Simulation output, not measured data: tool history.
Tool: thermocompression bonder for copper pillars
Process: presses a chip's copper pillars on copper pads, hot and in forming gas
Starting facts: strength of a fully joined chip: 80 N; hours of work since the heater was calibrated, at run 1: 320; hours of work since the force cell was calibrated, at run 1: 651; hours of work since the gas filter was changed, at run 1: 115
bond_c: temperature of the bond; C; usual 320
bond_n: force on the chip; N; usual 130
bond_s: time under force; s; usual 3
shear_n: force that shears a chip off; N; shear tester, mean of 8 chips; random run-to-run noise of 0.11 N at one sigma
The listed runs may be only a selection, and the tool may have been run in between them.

run	hour	bond_c	bond_n	bond_s	hours of work since the heater was calibrated	hours of work since the force cell was calibrated	hours of work since the gas filter was changed	shear_n
1	0.0	320	130	3	320	651	115	46.4
2	57.0	320	130	3	345	677	140	46.1
3	105.8	320	130	2	367	698	162	40.3
# hour 148.0: forming gas filter changed
4	154.1	320	130	3	388	720	3	47.9
5	211.9	320	130	3	414	745	28	48.1
6	246.0	332	130	3	429	760	44	52.3
7	294.4	332	130	3	451	782	65	52.0
8	326.9	332	130	3	465	796	80	51.9
9	388.7	320	88	3	493	824	107	40.2
10	419.6	345	130	3	506	838	121	56.3
11	470.9	345	130	3	529	861	144	55.8
12	532.9	320	130	3	557	888	171	46.3
# hour 553.8: forming gas filter changed
13	569.7	320	130	3	573	904	7	48.3
14	606.5	320	130	3	589	921	23	48.3
15	642.9	320	130	3	605	937	40	48.0
16	691.5	320	128	3	627	958	61	47.6
# hour 699.1: heater calibrated with a thermocouple chip
17	750.1	335	107	9	23	984	86	65.1
18	804.4	297	130	3	47	1008	111	38.9
# hour 819.2: heater calibrated with a thermocouple chip, once more
19	844.8	316	152	3	11	1025	128	46.3
20	905.4	323	130	4	38	1052	155	50.3
# hour 962.0: forming gas filter changed
21	962.0	323	130	4	63	1077	0	52.7
22	989.0	322	88	2	75	1089	12	35.4
23	1032.1	322	138	3	94	1108	31	48.8
24	1093.2	311	130	5	122	1135	58	50.3
25	1139.9	302	108	2	142	1156	79	30.9
26	1186.3	292	130	7	163	1177	100	46.6
27	1229.7	349	163	7	182	1196	119	69.7
28	1268.3	320	138	3	200	1213	136	46.8
29	1303.1	326	159	6	215	1229	152	60.8
# hour 1370.9: forming gas filter changed
30	1370.9	320	87	5	245	1258	0	47.9
31	1434.0	308	109	5	273	1286	28	46.7
32	1466.7	311	143	9	288	1301	43	60.9

Some steps in shear_n, run to run, broken into two amounts with sign: the step expected even without the hidden condition (settings, incoming material, random variation), and the rest, left for the hidden condition together with whatever gauge scatter is not in both the measured and the hidden-condition-free result:
The tool's hidden condition here consists of: true temperature of the bond over the reading, C; force that reaches the chip, % of what is set; oxide that the forming gas leaves, % of the face; drift of the gauge itself on shear_n, %.
Run 17 -> 18: bond_c 335 -> 297, bond_n 107 -> 130, bond_s 9 -> 3. shear_n -26.2 N: hidden state +0.9, all else -27.1.
Run 18 -> 19: bond_c 297 -> 316, bond_n 130 -> 152, heater calibrated with a thermocouple chip, once more. shear_n +7.4 N: hidden state -3.1, all else +10.5.
Run 20 -> 21: forming gas filter changed. shear_n +2.4 N: hidden state +2.3, all else +0.1.
Run 26 -> 27: bond_c 292 -> 349, bond_n 130 -> 163. shear_n +23.1 N: hidden state -1.2, all else +24.3.
Run 27 -> 28: bond_c 349 -> 320, bond_n 163 -> 138, bond_s 7 -> 3. shear_n -22.9 N: hidden state +0.7, all else -23.6.
Run 29 -> 30: bond_c 326 -> 320, bond_n 159 -> 87, bond_s 6 -> 5, forming gas filter changed. shear_n -12.9 N: hidden state +2.7, all else -15.6.
